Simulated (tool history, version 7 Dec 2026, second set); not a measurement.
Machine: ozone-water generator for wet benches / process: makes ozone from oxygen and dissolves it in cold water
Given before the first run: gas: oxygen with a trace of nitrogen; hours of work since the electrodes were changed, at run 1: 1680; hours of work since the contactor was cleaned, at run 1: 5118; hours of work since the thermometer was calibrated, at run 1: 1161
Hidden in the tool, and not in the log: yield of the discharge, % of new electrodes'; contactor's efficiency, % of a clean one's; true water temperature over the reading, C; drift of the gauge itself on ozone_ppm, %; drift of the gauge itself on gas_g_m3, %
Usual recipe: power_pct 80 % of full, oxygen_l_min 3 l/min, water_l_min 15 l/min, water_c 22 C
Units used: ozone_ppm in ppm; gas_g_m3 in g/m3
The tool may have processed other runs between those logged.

run	hour	power_pct	oxygen_l_min	water_l_min	water_c	hours of work since the electrodes were changed	hours of work since the contactor was cleaned	hours of work since the thermometer was calibrated	ozone_ppm	gas_g_m3
1	0	80	3	15	22	1680	5118	1161	15	184.4
2	82.4	80	3	15	22	1756	5194	1237	15.1	184.7
3	159.1	80	3	17	22	1827	5265	1308	13.6	185.5
4	251.2	80	4.13	17	22	1912	5350	1393	14.2	162.1
5	310.7	80	4.13	17	22	1967	5405	1448	14.2	162.9
6	397	80	4.13	17	22	2047	5485	1528	13.8	160
7	505.4	80	3	15	22	2147	5585	1628	14.9	181.6
8	600	80	3	15	22	2234	5672	1716	14.8	181
9	705.2	80	3	15	22	2331	5770	1813	14.8	179.9
10	776.2	86	3	15	22	2397	5835	1879	15.4	190.4
11	876.6	86	3	15	22	2490	5928	1971	15.4	188.7
12	998.3	86	2.34	15	22	2602	6041	2084	14.5	209.2
13	1074.9	86	2.34	15	22	2673	6111	2155	14.6	209.7
14	1206.1	80	3	15	22	2795	6233	2276	14.5	180.4
15	1341.3	80	3	15	22	2920	6358	2401	14.1	179.1
16	1476.8	80	3	15	22	3045	6483	2526	14.5	178.6
17	1554.8	80	3	15	16	3117	6555	2598	15.5	180.1
18	1624.3	80	3	15	16	3181	6619	2663	15.4	177.8
19	1709	69	3	14	22	3259	6698	2741	14	163
20	1794	69	3	14	22	3338	6776	2819	13.9	162.4
21	1871	69	3	14	22	3409	6847	2891	13.9	161.3
22	1943.1	69	3	14	22	3476	6914	2957	14	162.2
23	2080.3	61	3	12	27	3603	7041	3084	13.7	152
24	2174.8	46	1.6	18	16	3690	7128	3171	7.5	163
25	2249.7	71	2.36	19	16	3759	7197	3241	10.3	180.5
26	2363.4	42	3	15	20	3864	7303	3346	10	121.5
27	2450.5	80	2.98	17	16	3945	7383	3426	13.4	176.3
28	2539.2	80	2.08	17	28	4027	7465	3508	10.7	200.5
29	2648.6	42	1.71	21	20	4128	7566	3610	5.9	152.5
30	2765.9	59	1.71	16	20	4236	7675	3718	9.8	183.7
31	2909.6	59	1.71	16	20	4369	7807	3851	9.6	181.8
32	3014.5	59	1.71	16	20	4466	7904	3948	9.4	180.9

A few steps of ozone_ppm between consecutive runs. Split each: what settings, incoming material and random variation would produce without the hidden state, and what is left over for the hidden state, along with gauge scatter present in only one of the two compared results (measured, and without hidden state):
Run 23 -> 24: power_pct 61 -> 46, oxygen_l_min 3 -> 1.6, water_l_min 12 -> 18, water_c 27 -> 16. ozone_ppm -6.2 ppm: hidden state +1, all else -7.2.
Run 26 -> 27: power_pct 42 -> 80, oxygen_l_min 3 -> 2.98, water_l_min 15 -> 17, water_c 20 -> 16. ozone_ppm +3.4 ppm: hidden state -1.1, all else +4.5.
Run 28 -> 29: power_pct 80 -> 42, oxygen_l_min 2.08 -> 1.71, water_l_min 17 -> 21, water_c 28 -> 20. ozone_ppm -4.8 ppm: hidden state +1.2, all else -6.
Run 29 -> 30: power_pct 42 -> 59, water_l_min 21 -> 16. ozone_ppm +3.9 ppm: hidden state -0.9, all else +4.8.
